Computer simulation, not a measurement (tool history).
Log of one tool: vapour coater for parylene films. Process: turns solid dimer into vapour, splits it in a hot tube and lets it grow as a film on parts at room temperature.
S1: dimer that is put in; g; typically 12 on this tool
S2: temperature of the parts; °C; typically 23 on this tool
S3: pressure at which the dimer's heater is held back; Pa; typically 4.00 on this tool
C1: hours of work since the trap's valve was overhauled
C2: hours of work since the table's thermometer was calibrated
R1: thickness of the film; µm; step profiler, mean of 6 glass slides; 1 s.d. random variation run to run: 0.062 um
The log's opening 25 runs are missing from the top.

run    hour  S1  S2     S3   C1    C2     R1
 26  1379.4   9  28   4.00  141   187   4.48
 27  1431.8   9  28   4.00  179   226   4.52
 28  1487.9   6  34  11.46  220   266   2.04
     1497.6  -- trap's valve overhauled
 29  1560.8   6  34  11.46   46   317   2.04
 30  1611.3   6  34  11.46   83   353   2.04
 31  1653.1   6  34  11.46  113   384   2.08
 32  1716.6   6  34  11.46  159   430   2.02
 33  1764.3   7  17   8.46  194   465   5.05
     1812.1  -- trap's valve overhauled
 34  1823.1  15  28   5.09    8   505   7.21
 35  1893.6   6  22   5.93   59   556   3.66
 36  1950.9   6  22   5.93  101   598   3.68
 37  2004.6  11  24   5.93  140   637   6.23
 38  2067.1  11  24   5.93  186   682   6.24
     2124.3  -- trap's valve overhauled
 39  2130.1  12  18   8.52    4   725   8.40
 40  2160.2  12  19   8.52   26   747   7.90
 41  2230.9  14  21   8.52   78   799   8.60
 42  2275.2  16  18   4.46  110   831  11.85
 43  2329.2  12  25   3.14  149   870   6.96
 44  2383.2  12  16   3.20  188   909   8.86
 45  2426.6  12  34   6.92  220   941   4.36
     2437.0  -- trap's valve overhauled
 46  2484.5  12  34   6.92   35   980   4.38
 47  2525.5  10  20   7.85   64  1010   6.42

Predict each of these 4 candidate next runs independently; none follows another, all start after run 47:
  A  2576.6  14  32  2.22  102  1047   ?
  B  2576.6  10  23  2.53  102  1047   ?
  C  2576.6  12  18  5.36  102  1047   ?
  D  2576.6  12  23  3.88  102  1047   ?

run    R1
  A  6.32
  B  6.55
  C  8.91
  D  7.42
Stripped of hidden state, with their random variation kept, the same runs would have yielded:
run    R1
  A  6.34
  B  6.57
  C  8.93
  D  7.44

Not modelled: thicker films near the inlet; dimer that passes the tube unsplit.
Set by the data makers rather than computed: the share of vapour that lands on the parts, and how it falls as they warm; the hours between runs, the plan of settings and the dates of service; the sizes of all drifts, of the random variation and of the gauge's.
